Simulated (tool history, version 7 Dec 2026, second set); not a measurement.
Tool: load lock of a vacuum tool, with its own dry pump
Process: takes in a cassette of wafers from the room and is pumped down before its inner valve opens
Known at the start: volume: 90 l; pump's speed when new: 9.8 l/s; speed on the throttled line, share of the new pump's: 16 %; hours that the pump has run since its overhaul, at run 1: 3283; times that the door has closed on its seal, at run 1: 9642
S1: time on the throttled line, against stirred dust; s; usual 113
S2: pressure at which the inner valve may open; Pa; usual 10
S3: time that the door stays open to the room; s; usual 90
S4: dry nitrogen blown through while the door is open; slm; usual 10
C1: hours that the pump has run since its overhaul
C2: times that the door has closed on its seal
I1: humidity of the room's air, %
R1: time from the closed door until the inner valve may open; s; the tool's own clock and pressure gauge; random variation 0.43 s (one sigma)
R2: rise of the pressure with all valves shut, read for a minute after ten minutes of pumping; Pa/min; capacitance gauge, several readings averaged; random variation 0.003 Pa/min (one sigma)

run    hour   S1  S2   S3  S4    C1     C2    I1     R1     R2
  1       0  113  10   90  10  3283   9642    43  179.6  0.052
  2   164.1  181  10   90  10  3448  10353  47.1  235.9  0.054
  3   358.9  113  10   90  10  3642  11198  45.3  180.2  0.056
  4   527.8  113  10   90  10  3811  11930  46.3  180.8  0.053
  5   678.2  113  10   47  10  3962  12582  46.8  180.1  0.051
  6   811.8  113  10   90  10  4095  13161  46.4  180.3   0.06
  7  1000.6  113  10   90  10  4284  13979  41.6  179.9  0.055
  8  1164.1  189  10  115  26  4448  14688  45.4  243.4  0.049
  9  1268.8  189  15  115   7  4552  15142  47.2  240.5  0.072
 10  1412.1   78  10   90   8  4696  15764  48.2  151.1  0.072
 11  1540.6   78  10   90   8  4824  16320    47  151.7  0.074
 12  1690.6   78   9   90  10  4974  16971  48.2  152.4  0.069
 13  1861.1   78  15   54  10  5145  17710  41.3  147.3  0.056
 14  2081.2   94  13  232   6  5365  18664  45.7  161.6  0.102

3 ways to go on from here, each from the tool as it stands after run 14. What would each give?
  A  2276.8  142   9  193  10  5560  19512  41.7   ?   ?
  B  2276.8  110  10   27   4  5560  19512  46.7   ?   ?
  C  2276.8   94   8   29  30  5560  19512  47.5   ?   ?

run     R1     R2
  A  206.1  0.087
  B  178.4  0.072
  C  166.5  0.052
Without the tool's hidden state the same runs would have given:
run     R1     R2
  A  205.9  0.049
  B    178  0.034
  C  166.1  0.014
